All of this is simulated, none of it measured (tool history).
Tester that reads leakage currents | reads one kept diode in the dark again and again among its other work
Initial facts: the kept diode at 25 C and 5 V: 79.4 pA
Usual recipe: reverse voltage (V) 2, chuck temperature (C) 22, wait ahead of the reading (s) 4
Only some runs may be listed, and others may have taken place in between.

run,hour,reverse voltage (V),chuck temperature (C),wait ahead of the reading (s),current that the tester gives (pA)
1,0,2,22,4,40.2
2,26.7,2,22,4,40.18
3,71.7,2,22,4,40.05
4,107.2,2,22,0.62,41.32
5,148,2,22,4,40.17
6,196.9,2,22,4,40.42
7,238.1,2,22,4,40.4
8,262.2,2,22,4,39.99
9,283.4,2,22,4,40.09
10,324.8,2,22,4,40.23
11,357.2,2,22,4,40.41
12,393.2,2,37,4,149.72
13,422,2,37,4,149.93
14,446.3,2,37,4,150.79
15,497.3,1.74,39,9.69,168.25
16,546.1,1.17,28,1.26,54.73
17,584.8,5.2,58,4,1192.4
18,606.1,5.2,58,4,1202.63
# hour 613.5: probe card cleaned and baked
19,659.3,2.23,23,4,47.39
20,697.9,3.54,43,9.6,315.93
21,718.8,17.86,25,0.45,163.46
# hour 745.6: probe card cleaned and baked, once more
22,758.6,1,36,4.24,101.81
23,793.5,4.79,40,0.91,275.76
24,837,3.44,23,0.95,54.62
25,859.2,3.44,23,0.95,54.24
26,887.2,3.44,24,0.95,59.43
27,932.2,3.44,24,0.95,59.31

Branching from run 27: 4 alternative next runs. What would each branch give?
A,969,12.38,28,0.41,?
B,969,1.22,42,1.95,?
C,969,3.44,44,0.95,?
D,969,1.59,21,2.01,?

run,current that the tester gives (pA)
A,154.77
B,182.98
C,334.05
D,32.03
With the hidden condition removed and each run's random variation left untouched, the same runs would have given:
run,current that the tester gives (pA)
A,163.95
B,194.49
C,354.64
D,34.26

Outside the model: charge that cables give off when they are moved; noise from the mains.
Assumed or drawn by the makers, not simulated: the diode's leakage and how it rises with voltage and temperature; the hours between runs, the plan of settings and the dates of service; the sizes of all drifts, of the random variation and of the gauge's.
